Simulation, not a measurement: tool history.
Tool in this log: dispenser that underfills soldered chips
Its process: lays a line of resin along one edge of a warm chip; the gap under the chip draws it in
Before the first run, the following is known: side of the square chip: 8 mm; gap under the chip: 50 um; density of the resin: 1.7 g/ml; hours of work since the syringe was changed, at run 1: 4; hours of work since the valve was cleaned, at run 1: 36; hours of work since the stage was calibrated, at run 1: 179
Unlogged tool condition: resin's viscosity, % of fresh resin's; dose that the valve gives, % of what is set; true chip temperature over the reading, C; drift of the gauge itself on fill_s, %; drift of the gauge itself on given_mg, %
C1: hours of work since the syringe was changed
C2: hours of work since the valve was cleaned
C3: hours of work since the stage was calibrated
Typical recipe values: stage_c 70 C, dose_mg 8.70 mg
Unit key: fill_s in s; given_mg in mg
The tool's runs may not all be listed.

run 1 hour=0.0 | stage_c=70 dose_mg=8.70 | C1=4 C2=36 C3=179 | fill_s=96.3 given_mg=8.48
run 2 hour=9.8 | stage_c=69 dose_mg=8.70 | C1=11 C2=43 C3=186 | fill_s=143.2 given_mg=8.45
-- hour=12.7 new syringe of resin
run 3 hour=17.3 | stage_c=57 dose_mg=8.70 | C1=3 C2=48 C3=191 | fill_s=148.7 given_mg=8.42
run 4 hour=22.0 | stage_c=57 dose_mg=8.70 | C1=7 C2=52 C3=195 | fill_s=181.4 given_mg=8.37
-- hour=25.4 dispensing valve cleaned and set on the balance
-- hour=30.4 new syringe of resin
run 5 hour=30.4 | stage_c=57 dose_mg=8.70 | C1=0 C2=3 C3=200 | fill_s=128.6 given_mg=8.68
run 6 hour=36.8 | stage_c=85 dose_mg=8.70 | C1=5 C2=8 C3=204 | fill_s=63.3 given_mg=8.67
run 7 hour=46.3 | stage_c=85 dose_mg=8.70 | C1=11 C2=15 C3=211 | fill_s=86.3 given_mg=8.63
-- hour=47.5 new syringe of resin
run 8 hour=56.8 | stage_c=85 dose_mg=8.70 | C1=7 C2=22 C3=218 | fill_s=69.3 given_mg=8.57
run 9 hour=62.6 | stage_c=85 dose_mg=8.70 | C1=11 C2=26 C3=223 | fill_s=85.1 given_mg=8.54
-- hour=64.9 new syringe of resin
run 10 hour=70.5 | stage_c=85 dose_mg=8.70 | C1=4 C2=32 C3=228 | fill_s=60.7 given_mg=8.50
run 11 hour=78.4 | stage_c=70 dose_mg=8.70 | C1=10 C2=37 C3=234 | fill_s=132.1 given_mg=8.43
-- hour=82.4 new syringe of resin
run 12 hour=87.7 | stage_c=60 dose_mg=8.70 | C1=4 C2=44 C3=240 | fill_s=144.5 given_mg=8.45
run 13 hour=96.6 | stage_c=60 dose_mg=9.51 | C1=10 C2=50 C3=247 | fill_s=195.5 given_mg=9.15
-- hour=99.7 new syringe of resin
-- hour=102.4 dispensing valve cleaned and set on the balance
run 14 hour=103.5 | stage_c=60 dose_mg=9.51 | C1=2 C2=1 C3=251 | fill_s=128.2 given_mg=9.51
run 15 hour=113.5 | stage_c=60 dose_mg=9.51 | C1=9 C2=8 C3=258 | fill_s=182.6 given_mg=9.48
-- hour=117.7 new syringe of resin
run 16 hour=123.4 | stage_c=60 dose_mg=9.51 | C1=4 C2=15 C3=265 | fill_s=147.0 given_mg=9.43
run 17 hour=132.3 | stage_c=64 dose_mg=10.72 | C1=10 C2=21 C3=271 | fill_s=170.8 given_mg=10.56
-- hour=135.0 new syringe of resin
run 18 hour=141.5 | stage_c=71 dose_mg=7.78 | C1=5 C2=28 C3=278 | fill_s=103.0 given_mg=7.63
run 19 hour=147.2 | stage_c=79 dose_mg=8.77 | C1=9 C2=32 C3=282 | fill_s=96.0 given_mg=8.58
-- hour=152.3 new syringe of resin
run 20 hour=158.0 | stage_c=84 dose_mg=9.13 | C1=4 C2=39 C3=289 | fill_s=61.3 given_mg=8.87
run 21 hour=166.4 | stage_c=65 dose_mg=10.06 | C1=10 C2=45 C3=295 | fill_s=159.5 given_mg=9.74
-- hour=169.4 new syringe of resin
run 22 hour=176.0 | stage_c=65 dose_mg=10.06 | C1=5 C2=52 C3=302 | fill_s=123.9 given_mg=9.68
-- hour=179.0 dispensing valve cleaned and set on the balance
run 23 hour=185.8 | stage_c=65 dose_mg=10.06 | C1=11 C2=5 C3=308 | fill_s=167.7 given_mg=10.02
-- hour=187.5 new syringe of resin
run 24 hour=195.9 | stage_c=60 dose_mg=10.60 | C1=6 C2=12 C3=315 | fill_s=152.6 given_mg=10.53
run 25 hour=203.7 | stage_c=61 dose_mg=8.91 | C1=12 C2=18 C3=321 | fill_s=200.6 given_mg=8.75
-- hour=204.8 new syringe of resin
run 26 hour=208.8 | stage_c=61 dose_mg=8.91 | C1=3 C2=21 C3=324 | fill_s=130.3 given_mg=8.74
run 27 hour=216.9 | stage_c=75 dose_mg=8.95 | C1=9 C2=27 C3=330 | fill_s=108.5 given_mg=8.75
-- hour=221.6 new syringe of resin
run 28 hour=221.6 | stage_c=75 dose_mg=8.95 | C1=0 C2=30 C3=333 | fill_s=70.1 given_mg=8.73
run 29 hour=228.3 | stage_c=75 dose_mg=8.95 | C1=5 C2=35 C3=338 | fill_s=88.8 given_mg=8.71
run 30 hour=233.7 | stage_c=84 dose_mg=8.79 | C1=9 C2=39 C3=342 | fill_s=80.5 given_mg=8.52
-- hour=238.7 new syringe of resin
run 31 hour=241.2 | stage_c=56 dose_mg=10.41 | C1=2 C2=44 C3=347 | fill_s=153.2 given_mg=10.03

Predict each of these 5 candidate next runs independently; none follows another, all start after run 31:
run A hour=249.4 | stage_c=58 dose_mg=10.72 | C1=8 C2=50 C3=353 | fill_s=? given_mg=?
run B hour=249.4 | stage_c=75 dose_mg=8.56 | C1=8 C2=50 C3=353 | fill_s=? given_mg=?
run C hour=249.4 | stage_c=73 dose_mg=9.68 | C1=8 C2=50 C3=353 | fill_s=? given_mg=?
run D hour=249.4 | stage_c=56 dose_mg=10.34 | C1=8 C2=50 C3=353 | fill_s=? given_mg=?
run E hour=249.4 | stage_c=64 dose_mg=9.29 | C1=8 C2=50 C3=353 | fill_s=? given_mg=?

run=A fill_s=188.7 given_mg=10.30
run=B fill_s=105.8 given_mg=8.26
run=C fill_s=111.1 given_mg=9.30
run=D fill_s=202.5 given_mg=9.99
run=E fill_s=152.7 given_mg=8.94
Without the tool's hidden state the same runs would have given:
run=A fill_s=122.6 given_mg=10.71
run=B fill_s=68.7 given_mg=8.58
run=C fill_s=72.4 given_mg=9.66
run=D fill_s=131.7 given_mg=10.38
run=E fill_s=99.1 given_mg=9.30
